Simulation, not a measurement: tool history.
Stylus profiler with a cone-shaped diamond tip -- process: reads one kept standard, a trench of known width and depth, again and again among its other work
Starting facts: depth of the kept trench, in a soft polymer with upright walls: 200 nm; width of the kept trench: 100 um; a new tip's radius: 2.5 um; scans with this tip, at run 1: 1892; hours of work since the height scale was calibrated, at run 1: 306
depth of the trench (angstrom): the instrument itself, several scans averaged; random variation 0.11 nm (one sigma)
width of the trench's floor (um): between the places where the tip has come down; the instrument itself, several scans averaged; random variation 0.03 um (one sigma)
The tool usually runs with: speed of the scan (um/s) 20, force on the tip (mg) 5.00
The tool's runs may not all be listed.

run,hour,speed of the scan (um/s),force on the tip (mg),scans with this tip,hours of work since the height scale was calibrated,depth of the trench (angstrom),width of the trench's floor (um)
1,0.0,20,5.00,1892,306,2029.9,97.98
2,10.1,20,5.00,1940,314,2030.3,98.01
3,23.2,20,5.00,2002,324,2027.6,97.99
4,29.5,20,5.00,2032,329,2028.4,97.96
5,38.4,39,5.00,2074,336,2029.5,97.96
6,48.1,20,5.00,2121,343,2027.7,97.95
7,60.4,20,5.00,2179,353,2028.6,97.99
8,75.0,53,5.00,2249,364,2027.3,97.91
9,89.4,20,4.09,2318,375,2026.1,98.00
10,98.6,10,4.09,2362,382,2025.4,98.05
11,109.4,5,2.45,2413,391,2019.8,98.01

Expected results for the next run?
12,116.3,50,8.67,2446,396,?,?

{"run 12": {"depth of the trench (angstrom)": 2042.4, "width of the trench's floor (um)": 97.92}}
With no hidden state in the tool, this same run would have given depth of the trench (angstrom) 2042.4, width of the trench's floor (um) 97.93.
